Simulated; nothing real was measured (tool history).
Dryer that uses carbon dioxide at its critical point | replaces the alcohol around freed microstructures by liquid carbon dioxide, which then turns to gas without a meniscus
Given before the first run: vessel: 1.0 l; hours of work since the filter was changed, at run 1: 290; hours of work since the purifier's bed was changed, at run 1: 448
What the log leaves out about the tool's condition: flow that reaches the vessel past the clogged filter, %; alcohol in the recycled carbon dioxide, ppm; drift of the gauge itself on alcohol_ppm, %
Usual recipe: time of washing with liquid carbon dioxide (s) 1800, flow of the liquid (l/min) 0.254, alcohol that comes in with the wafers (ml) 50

| run | hour | time of washing with liquid carbon dioxide (s) | flow of the liquid (l/min) | alcohol that comes in with the wafers (ml) | hours of work since the filter was changed | hours of work since the purifier's bed was changed | alcohol left in the vessel before it's heated (ppm by volume) |
|---|---|---|---|---|---|---|---|
| 1 | 0.0 | 1800 | 0.254 | 50 | 290 | 448 | 176 |
| 2 | 34.2 | 1800 | 0.254 | 50 | 318 | 475 | 182 |
| 3 | 68.0 | 1800 | 0.254 | 50 | 345 | 502 | 190 |
| 4 | 111.0 | 1800 | 0.254 | 50 | 379 | 537 | 208 |
| 5 | 168.4 | 1800 | 0.254 | 26 | 425 | 583 | 166 |
| 6 | 201.2 | 1800 | 0.254 | 26 | 451 | 609 | 162 |
| 7 | 256.3 | 1800 | 0.254 | 52 | 495 | 653 | 241 |
| 8 | 306.1 | 1800 | 0.254 | 52 | 535 | 693 | 275 |
| 9 | 359.5 | 1800 | 0.254 | 50 | 578 | 735 | 277 |
|  | 363.3 | inlet filter changed |
| 10 | 420.0 | 1800 | 0.254 | 50 | 45 | 783 | 189 |
| 11 | 463.5 | 1140 | 0.254 | 50 | 80 | 818 | 901 |
| 12 | 509.9 | 1140 | 0.254 | 50 | 117 | 855 | 925 |
| 13 | 575.1 | 1140 | 0.254 | 50 | 169 | 907 | 993 |
| 14 | 624.1 | 2220 | 0.254 | 50 | 209 | 946 | 173 |
| 15 | 652.9 | 1380 | 0.298 | 50 | 232 | 969 | 331 |
| 16 | 697.0 | 1380 | 0.298 | 50 | 267 | 1004 | 344 |
| 17 | 724.6 | 1320 | 0.179 | 36 | 289 | 1027 | 1492 |
| 18 | 784.3 | 1860 | 0.234 | 24 | 337 | 1074 | 233 |
| 19 | 842.6 | 1860 | 0.234 | 24 | 383 | 1121 | 251 |
|  | 872.4 | purifier's bed changed |
| 20 | 913.1 | 1860 | 0.234 | 24 | 437 | 32 | 87 |
| 21 | 944.1 | 2460 | 0.412 | 47 | 462 | 57 | 5 |
| 22 | 1005.4 | 2520 | 0.326 | 27 | 511 | 106 | 22 |
| 23 | 1034.0 | 1800 | 0.181 | 36 | 534 | 129 | 556 |
| 24 | 1085.8 | 1920 | 0.404 | 59 | 575 | 171 | 37 |
|  | 1092.3 | inlet filter changed |
| 25 | 1118.6 | 1680 | 0.403 | 59 | 21 | 196 | 35 |
| 26 | 1183.7 | 1680 | 0.403 | 59 | 73 | 248 | 47 |
| 27 | 1240.6 | 1680 | 0.403 | 59 | 119 | 294 | 54 |

What if the next run were any one of these 5? Each begins from the tool's condition after run 27:
| A | 1268.3 | 2100 | 0.254 | 50 | 141 | 316 | ? |
| B | 1268.3 | 1440 | 0.350 | 35 | 141 | 316 | ? |
| C | 1268.3 | 1200 | 0.347 | 30 | 141 | 316 | ? |
| D | 1268.3 | 1740 | 0.156 | 74 | 141 | 316 | ? |
| E | 1268.3 | 1560 | 0.377 | 119 | 141 | 316 | ? |

| run | alcohol left in the vessel before it's heated (ppm by volume) |
|---|---|
| A | 79 |
| B | 83 |
| C | 147 |
| D | 1492 |
| E | 78 |
What these runs would have given with no unlogged condition in the tool:
| run | alcohol left in the vessel before it's heated (ppm by volume) |
|---|---|
| A | 23 |
| B | 28 |
| C | 80 |
| D | 1224 |
| E | 21 |

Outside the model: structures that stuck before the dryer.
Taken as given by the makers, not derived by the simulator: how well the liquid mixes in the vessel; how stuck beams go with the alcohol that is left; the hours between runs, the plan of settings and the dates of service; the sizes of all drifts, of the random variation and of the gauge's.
